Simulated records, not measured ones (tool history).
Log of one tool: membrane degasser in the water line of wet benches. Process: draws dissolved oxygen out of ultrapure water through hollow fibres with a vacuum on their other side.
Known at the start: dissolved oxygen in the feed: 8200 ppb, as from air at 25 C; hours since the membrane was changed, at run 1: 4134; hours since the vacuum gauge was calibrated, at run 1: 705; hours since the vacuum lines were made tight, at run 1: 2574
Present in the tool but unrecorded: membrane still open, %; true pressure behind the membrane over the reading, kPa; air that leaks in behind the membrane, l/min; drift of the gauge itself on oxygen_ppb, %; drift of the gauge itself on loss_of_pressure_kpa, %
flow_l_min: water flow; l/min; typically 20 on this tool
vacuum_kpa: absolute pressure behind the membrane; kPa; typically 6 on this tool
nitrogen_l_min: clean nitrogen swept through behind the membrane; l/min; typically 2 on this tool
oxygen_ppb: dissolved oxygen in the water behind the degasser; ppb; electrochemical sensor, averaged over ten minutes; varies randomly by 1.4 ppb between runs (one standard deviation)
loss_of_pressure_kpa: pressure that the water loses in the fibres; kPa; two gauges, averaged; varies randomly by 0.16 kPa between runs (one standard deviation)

run    hour  flow_l_min  vacuum_kpa  nitrogen_l_min  hours since the membrane was changed  hours since the vacuum gauge was calibrated  hours since the vacuum lines were made tight  oxygen_ppb  loss_of_pressure_kpa
  1       0          20           6               2                                  4134                                          705                                          2574       139.4                 35.49
  2    66.8          20           6               2                                  4201                                          772                                          2641       140.1                 35.48
  3     161          20           6               2                                  4295                                          866                                          2735       140.9                 35.12
  4   249.7          20           6               2                                  4384                                          955                                          2824       138.3                 35.38
  5   315.4          20         6.2               2                                  4449                                         1020                                          2890       142.7                 35.13
  6   400.5          20           6               2                                  4534                                         1105                                          2975       139.6                 35.26
  7   507.3          20           6            1.71                                  4641                                         1212                                          3082       148.6                 35.39
  8   640.4          20           6            1.71                                  4774                                         1345                                          3215       150.2                 35.05
  9     744          20           6               2                                  4878                                         1449                                          3318       136.3                 35.43
 10   895.5          20           6               2                                  5030                                         1600                                          3470       140.7                 35.21
 11   980.2          20           6            5.93                                  5114                                         1685                                          3555        95.9                 35.44
 12  1065.4          20           6            5.93                                  5199                                         1770                                          3640       100.1                 35.15
 13  1210.3          20           6            5.93                                  5344                                         1915                                          3785        97.8                 35.37
 14  1372.9          20           6            1.06                                  5507                                         2078                                          3947       190.9                 34.94
 15  1480.2          20           6               2                                  5614                                         2185                                          4055       139.6                 35.38
 16  1582.7          20           6               2                                  5717                                         2288                                          4157       140.3                 35.29
 17    1713          20        6.72               2                                  5847                                         2418                                          4287       156.7                  35.2
 18    1782          20        6.72               2                                  5916                                         2487                                          4356       156.5                 35.31
 19  1910.2          20        6.72               2                                  6044                                         2615                                          4485       154.7                 35.31
 20  1997.3          27           6            0.94                                  6131                                         2702                                          4572       348.5                  47.5
 21  2097.3          23        3.62            0.94                                  6231                                         2802                                          4672       138.1                  40.7
 22  2178.8          21           6               2                                  6313                                         2884                                          4753       152.1                 37.04
 23  2275.9          17           6               2                                  6410                                         2981                                          4850        98.6                 30.21
 24  2414.3          19        3.98            2.73                                  6548                                         3119                                          4989        77.4                 33.31
 25  2513.1          19        4.22            3.64                                  6647                                         3218                                          5087        77.6                 33.26
 26    2586          22           6            5.82                                  6720                                         3291                                          5160         128                 38.97
     2652.7  -- vacuum gauge calibrated
 27  2670.5          29        9.03            1.74                                  6804                                           18                                          5244       430.4                 51.13
 28  2825.3          19        3.62            1.34                                  6959                                          173                                          5399        77.2                 33.27
 29  2947.1          19        3.62            1.34                                  7081                                          294                                          5521        75.4                 33.53
 30  3080.6          19        3.62            1.34                                  7214                                          428                                          5655        76.9                 33.39
 31  3205.3          19        3.62            1.34                                  7339                                          553                                          5779        77.2                 33.58
 32  3313.9          19        3.62            1.34                                  7447                                          661                                          5888        77.8                 33.54

Hidden condition of the tool, last listed run before each entry between runs versus first listed run after:
Logged between run 26 and run 27: vacuum gauge calibrated (hour 2652.7)
  both runs share identical hidden conditions

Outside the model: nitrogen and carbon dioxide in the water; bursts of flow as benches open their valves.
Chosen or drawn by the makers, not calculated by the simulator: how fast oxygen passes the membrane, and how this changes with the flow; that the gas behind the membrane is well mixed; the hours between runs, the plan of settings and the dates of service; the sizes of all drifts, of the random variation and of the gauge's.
